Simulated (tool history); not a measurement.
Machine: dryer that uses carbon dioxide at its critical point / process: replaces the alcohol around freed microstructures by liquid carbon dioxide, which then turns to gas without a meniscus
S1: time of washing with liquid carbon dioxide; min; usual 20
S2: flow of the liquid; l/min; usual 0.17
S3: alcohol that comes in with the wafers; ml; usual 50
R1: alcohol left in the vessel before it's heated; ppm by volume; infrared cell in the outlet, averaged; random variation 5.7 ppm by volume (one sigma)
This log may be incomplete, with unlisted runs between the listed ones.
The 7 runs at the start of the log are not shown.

Run 8, hour 349: usual settings but S1 17 min. Result: R1 621 ppm by volume.
Run 9, hour 391.4: usual settings but S1 31 min. Result: R1 79 ppm by volume.
Run 10, hour 419.7: usual settings but S1 31 min. Result: R1 92 ppm by volume.
Run 11, hour 487.6: usual settings but S1 31 min. Result: R1 89 ppm by volume.
Run 12, hour 516.2: usual settings but S1 17 min. Result: R1 653 ppm by volume.
Run 13, hour 572.8: usual settings but S1 17 min. Result: R1 649 ppm by volume.
Run 14, hour 603.2: usual settings but S1 17 min. Result: R1 662 ppm by volume.
Run 15, hour 632.3: usual settings but S1 17 min. Result: R1 659 ppm by volume.
Run 16, hour 694.2: usual settings but S1 17 min. Result: R1 708 ppm by volume.
Run 17, hour 750.3: usual settings but S1 17 min. Result: R1 692 ppm by volume.
Run 18, hour 781.7: usual settings but S2 0.132 l/min. Result: R1 1142 ppm by volume.
Run 19, hour 829: usual settings but S2 0.24 l/min. Result: R1 130 ppm by volume.
Run 20, hour 878.1: usual settings but S2 0.136 l/min, S3 92 ml. Result: R1 1801 ppm by volume.
Run 21, hour 934.7: usual settings but S1 14 min. Result: R1 1632 ppm by volume.
Run 22, hour 989.7: usual settings but S1 22 min, S2 0.273 l/min, S3 90 ml. Result: R1 132 ppm by volume.
Run 23, hour 1030.3: usual settings but S1 25 min, S2 0.141 l/min, S3 109 ml. Result: R1 622 ppm by volume.
Run 24, hour 1096: usual settings but S1 27 min, S2 0.141 l/min, S3 114 ml. Result: R1 463 ppm by volume.
Run 25, hour 1142.5: usual settings but S1 24 min, S2 0.113 l/min, S3 73 ml. Result: R1 1658 ppm by volume.
Run 26, hour 1175: usual settings but S1 24 min, S2 0.113 l/min, S3 73 ml. Result: R1 1694 ppm by volume.
Run 27, hour 1218.9: usual settings but S1 24 min, S2 0.113 l/min, S3 73 ml. Result: R1 1653 ppm by volume.
Run 28, hour 1254.7: usual settings but S1 14 min, S2 0.148 l/min, S3 30 ml. Result: R1 1861 ppm by volume.
Run 29, hour 1298.7: usual settings but S1 32 min, S3 27 ml. Result: R1 155 ppm by volume.
Run 30, hour 1328.7: usual settings but S1 15 min, S2 0.229 l/min, S3 103 ml. Result: R1 613 ppm by volume.
Run 31, hour 1397: usual settings but S1 16 min, S2 0.105 l/min. Result: R1 6405 ppm by volume.
Run 32, hour 1446.7: usual settings but S1 13 min, S2 0.116 l/min, S3 45 ml. Result: R1 7475 ppm by volume.

Each row is a separate what-if for the run after 32, all from the same tool condition, not one after another. Results?
Run A, hour 1491.3: usual settings but S2 0.169 l/min. Result: R1 ?.
Run B, hour 1491.3: usual settings but S1 30 min, S2 0.263 l/min, S3 37 ml. Result: R1 ?.
Run C, hour 1491.3: usual settings but S1 13 min, S2 0.276 l/min, S3 28 ml. Result: R1 ?.
Run D, hour 1491.3: usual settings but S1 26 min, S2 0.116 l/min, S3 25 ml. Result: R1 ?.
Run E, hour 1491.3: usual settings but S1 23 min, S2 0.193 l/min, S3 117 ml. Result: R1 ?.

run   R1
  A  480
  B  168
  C  247
  D  497
  E  262
With the hidden condition removed and each run's random variation left untouched, the same runs would have given:
run   R1
  A  201
  B   11
  C   52
  D  225
  E   59
